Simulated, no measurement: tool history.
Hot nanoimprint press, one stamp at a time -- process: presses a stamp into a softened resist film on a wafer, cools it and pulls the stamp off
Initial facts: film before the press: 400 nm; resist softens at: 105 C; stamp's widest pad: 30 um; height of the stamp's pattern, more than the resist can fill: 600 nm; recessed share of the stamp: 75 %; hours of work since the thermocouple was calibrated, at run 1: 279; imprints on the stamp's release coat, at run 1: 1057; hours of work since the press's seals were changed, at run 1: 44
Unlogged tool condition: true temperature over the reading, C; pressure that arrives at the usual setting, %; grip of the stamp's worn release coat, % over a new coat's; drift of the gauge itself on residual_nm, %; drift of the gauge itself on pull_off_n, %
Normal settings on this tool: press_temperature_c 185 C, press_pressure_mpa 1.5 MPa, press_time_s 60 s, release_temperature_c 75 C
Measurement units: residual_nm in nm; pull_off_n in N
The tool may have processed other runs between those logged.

run,hour,press_temperature_c,press_pressure_mpa,press_time_s,release_temperature_c,hours of work since the thermocouple was calibrated,imprints on the stamp's release coat,hours of work since the press's seals were changed,residual_nm,pull_off_n
1,0,185,1.5,60,75,279,1057,44,199.1,268
2,14.7,185,1.19,60,75,285,1091,50,215.5,266
# hour 26.3: plate thermocouple calibrated
3,32.2,185,1.19,60,75,2,1125,56,216.7,256
4,46.6,185,1.5,60,75,8,1158,62,198.3,270
5,60,185,1.5,60,75,14,1189,68,198.5,270
# hour 71.3: plate thermocouple calibrated, once more
6,72.5,185,1.5,60,75,1,1211,72,201.7,272
7,85.7,177,1.5,60,75,6,1242,77,266.4,272
8,98.5,177,1.5,60,75,11,1271,82,266,277
9,106.9,177,1.5,60,75,15,1291,86,266.1,269
10,116.2,177,1.5,60,75,19,1312,90,266.1,277
11,129.4,177,1.5,60,75,24,1343,95,266.6,273
12,138.1,185,1.5,60,75,28,1363,99,201,276
13,157.8,185,1.5,60,68,36,1408,107,201.2,329
14,168.9,185,1.5,60,75,40,1434,112,200.6,291
15,177.3,185,1.5,99,75,44,1454,115,164.9,280
16,186.4,185,1.03,31,75,48,1475,119,278.9,285
17,199.2,185,1.03,31,75,53,1504,124,279.8,282
18,207.5,189,2.37,32,76,56,1523,128,183.8,277
19,227.5,185,1.79,72,73,65,1570,136,174.1,295
20,244.5,185,1.79,72,73,72,1609,143,173.6,304
21,261.1,183,1.33,39,73,79,1647,150,257.9,296
22,272.9,190,2,52,69,84,1675,155,155,326
23,291.8,185,1.36,96,77,91,1718,162,172.2,274
24,304.3,184,1.36,96,65,97,1747,168,179.7,365
25,313.4,185,1.5,117,67,100,1768,171,153.3,345
26,332.6,177,0.98,60,71,108,1813,179,296.2,316
27,344.8,188,2,46,75,113,1841,184,176.1,285
# hour 358.1: stamp cleaned and given a new release coat
28,367.3,188,2,46,75,120,21,191,175.6,218
29,380.3,185,2.18,52,75,126,51,197,181.9,226

4 options for the next run, each taken on its own from the tool as it stands now. Forecast them:
A,394.2,195,1.11,118,75,131,83,202,?,?
B,394.2,173,2.18,52,78,131,83,202,?,?
C,394.2,176,1.18,60,75,131,83,202,?,?
D,394.2,185,1.81,36,71,131,83,202,?,?

run,residual_nm,pull_off_n
A,113.8,223
B,280.8,210
C,290.1,222
D,223.5,244
The same runs, with their run-to-run variation unchanged, on a tool lacking any hidden condition would have given:
run,residual_nm,pull_off_n
A,115.8,222
B,284.1,209
C,293.3,221
D,226.6,243
